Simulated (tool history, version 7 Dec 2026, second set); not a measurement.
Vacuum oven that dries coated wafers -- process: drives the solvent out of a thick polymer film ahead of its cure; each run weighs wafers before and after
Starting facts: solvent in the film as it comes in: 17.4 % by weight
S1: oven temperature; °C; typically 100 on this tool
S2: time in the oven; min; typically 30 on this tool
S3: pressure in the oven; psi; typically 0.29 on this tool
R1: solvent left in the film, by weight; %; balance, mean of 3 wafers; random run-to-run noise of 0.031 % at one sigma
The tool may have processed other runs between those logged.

{"run": 1, "hour": 0.0, "S1": 100, "S2": 30, "S3": 0.29, "R1": 4.05}
{"run": 2, "hour": 79.4, "S1": 100, "S2": 23, "S3": 0.29, "R1": 5.27}
{"run": 3, "hour": 140.4, "S1": 100, "S2": 23, "S3": 0.29, "R1": 5.31}
{"run": 4, "hour": 254.9, "S1": 100, "S2": 23, "S3": 0.29, "R1": 5.26}
{"run": 5, "hour": 308.1, "S1": 100, "S2": 23, "S3": 0.29, "R1": 5.22}
{"run": 6, "hour": 373.7, "S1": 100, "S2": 30, "S3": 0.29, "R1": 3.96}
{"run": 7, "hour": 452.4, "S1": 100, "S2": 30, "S3": 0.29, "R1": 3.95}
{"run": 8, "hour": 528.8, "S1": 100, "S2": 30, "S3": 0.29, "R1": 3.9}
{"run": 9, "hour": 635.5, "S1": 100, "S2": 30, "S3": 0.29, "R1": 3.85}
{"run": 10, "hour": 716.7, "S1": 100, "S2": 30, "S3": 0.29, "R1": 3.85}
{"hour": 758.9, "done": "oven's thermocouples calibrated"}
{"run": 11, "hour": 795.8, "S1": 100, "S2": 30, "S3": 0.29, "R1": 3.83}
{"run": 12, "hour": 865.5, "S1": 100, "S2": 30, "S3": 0.477, "R1": 4.2}
{"run": 13, "hour": 949.8, "S1": 100, "S2": 30, "S3": 0.29, "R1": 3.77}
{"run": 14, "hour": 1001.5, "S1": 100, "S2": 21, "S3": 0.29, "R1": 5.51}
{"run": 15, "hour": 1079.2, "S1": 100, "S2": 36, "S3": 0.276, "R1": 2.95}
{"run": 16, "hour": 1152.2, "S1": 100, "S2": 36, "S3": 0.276, "R1": 2.93}

Forecast run 17:
{"hour": 1188.5, "done": "oven's thermocouples calibrated, once more"}
{"run": 17, "hour": 1234.2, "S1": 100, "S2": 26, "S3": 0.582, "R1": "?"}

R1: 5.67 %
With no hidden state in the tool, this same run would have given R1 5.48 %.
